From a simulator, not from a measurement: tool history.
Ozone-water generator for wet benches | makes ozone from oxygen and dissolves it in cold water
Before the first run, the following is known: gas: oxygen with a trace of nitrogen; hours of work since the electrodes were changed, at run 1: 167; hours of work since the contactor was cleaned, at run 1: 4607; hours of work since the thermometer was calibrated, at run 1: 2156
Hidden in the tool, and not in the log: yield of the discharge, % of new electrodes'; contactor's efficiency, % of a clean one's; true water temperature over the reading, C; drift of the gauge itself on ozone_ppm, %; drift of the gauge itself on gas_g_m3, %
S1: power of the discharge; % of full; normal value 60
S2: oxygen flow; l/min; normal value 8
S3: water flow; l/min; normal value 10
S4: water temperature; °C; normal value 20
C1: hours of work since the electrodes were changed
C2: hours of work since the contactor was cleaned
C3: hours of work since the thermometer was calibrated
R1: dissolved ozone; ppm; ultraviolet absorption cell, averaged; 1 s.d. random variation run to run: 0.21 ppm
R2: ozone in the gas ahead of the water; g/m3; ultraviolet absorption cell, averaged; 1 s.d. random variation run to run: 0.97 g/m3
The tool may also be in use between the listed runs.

Run 1, hour 0: usual settings; C1 167; C2 4607; C3 2156. Result: R1 28.7 ppm, R2 165.1 g/m3.
Run 2, hour 60.5: usual settings; C1 205; C2 4645; C3 2194. Result: R1 29.1 ppm, R2 166.2 g/m3.
Run 3, hour 129.1: usual settings; C1 248; C2 4688; C3 2238. Result: R1 28.6 ppm, R2 166.2 g/m3.
Run 4, hour 210.9: usual settings; C1 300; C2 4740; C3 2289. Result: R1 28.6 ppm, R2 166.8 g/m3.
Run 5, hour 293.7: usual settings but S4 17 °C; C1 352; C2 4791; C3 2341. Result: R1 30.9 ppm, R2 166.3 g/m3.
Run 6, hour 369.8: usual settings but S4 17 °C; C1 400; C2 4839; C3 2389. Result: R1 31.1 ppm, R2 164.2 g/m3.
Run 7, hour 405.7: usual settings but S4 12 °C; C1 422; C2 4862; C3 2411. Result: R1 34.5 ppm, R2 166.9 g/m3.
Run 8, hour 464.6: usual settings but S4 17 °C; C1 459; C2 4899; C3 2448. Result: R1 30.4 ppm, R2 166 g/m3.
Run 9, hour 528.9: usual settings but S1 78 % of full; C1 499; C2 4939; C3 2489. Result: R1 35.8 ppm, R2 206.5 g/m3.
Run 10, hour 596.7: usual settings but S1 78 % of full; C1 542; C2 4982; C3 2531. Result: R1 35.7 ppm, R2 205.9 g/m3.
Run 11, hour 636.6: usual settings; C1 567; C2 5007; C3 2556. Result: R1 28.7 ppm, R2 164.2 g/m3.
Run 12, hour 674.5: usual settings but S2 11.39 l/min; C1 591; C2 5031; C3 2580. Result: R1 27.4 ppm, R2 148.3 g/m3.
Run 13, hour 754.9: usual settings but S4 15 °C; C1 641; C2 5081; C3 2630. Result: R1 31.9 ppm, R2 164.3 g/m3.
Run 14, hour 806.6: usual settings but S4 15 °C; C1 674; C2 5114; C3 2663. Result: R1 32.4 ppm, R2 165.8 g/m3.
Run 15, hour 868.6: usual settings but S1 62 % of full, S2 11.71 l/min, S3 9 l/min, S4 24 °C; C1 713; C2 5152; C3 2702. Result: R1 26.6 ppm, R2 149.4 g/m3.
Run 16, hour 905: usual settings but S2 4.47 l/min, S4 13 °C; C1 736; C2 5175; C3 2725. Result: R1 32.5 ppm, R2 200.6 g/m3.
Run 17, hour 971.7: usual settings but S2 4.47 l/min, S4 13 °C; C1 778; C2 5217; C3 2767. Result: R1 32.4 ppm, R2 200 g/m3.
Run 18, hour 1022.2: usual settings but S1 76 % of full, S4 23 °C; C1 809; C2 5249; C3 2798. Result: R1 32.2 ppm, R2 199.4 g/m3.
Run 19, hour 1107.1: usual settings but S1 99 % of full, S2 9.48 l/min, S3 13 l/min, S4 28 °C; C1 863; C2 5302; C3 2852. Result: R1 31 ppm, R2 239.2 g/m3.
Run 20, hour 1162.7: usual settings but S2 9.66 l/min, S3 15 l/min, S4 28 °C; C1 897; C2 5337; C3 2887. Result: R1 18.8 ppm, R2 152.9 g/m3.
Run 21, hour 1206: usual settings but S1 43 % of full, S2 10.9 l/min, S3 15 l/min, S4 28 °C; C1 925; C2 5364; C3 2914. Result: R1 14 ppm, R2 112.7 g/m3.

What if the next run were any one of these 3? Each begins from the tool's condition after run 21:
Run A, hour 1266.9: usual settings but S1 65 % of full, S2 4.69 l/min, S3 7 l/min, S4 28 °C; C1 963; C2 5403; C3 2952. Result: R1 ?, R2 ?.
Run B, hour 1266.9: usual settings but S1 66 % of full, S2 5.07 l/min, S3 15 l/min, S4 28 °C; C1 963; C2 5403; C3 2952. Result: R1 ?, R2 ?.
Run C, hour 1266.9: usual settings but S3 15 l/min; C1 963; C2 5403; C3 2952. Result: R1 ?, R2 ?.

run    R1     R2
  A  30.5  208.7
  B  20.5  206.9
  C  22.5  164.5
Had the tool no hidden state, the same runs would have come out as:
run    R1     R2
  A  32.3  212.4
  B  22.1  210.6
  C  24.2  167.2
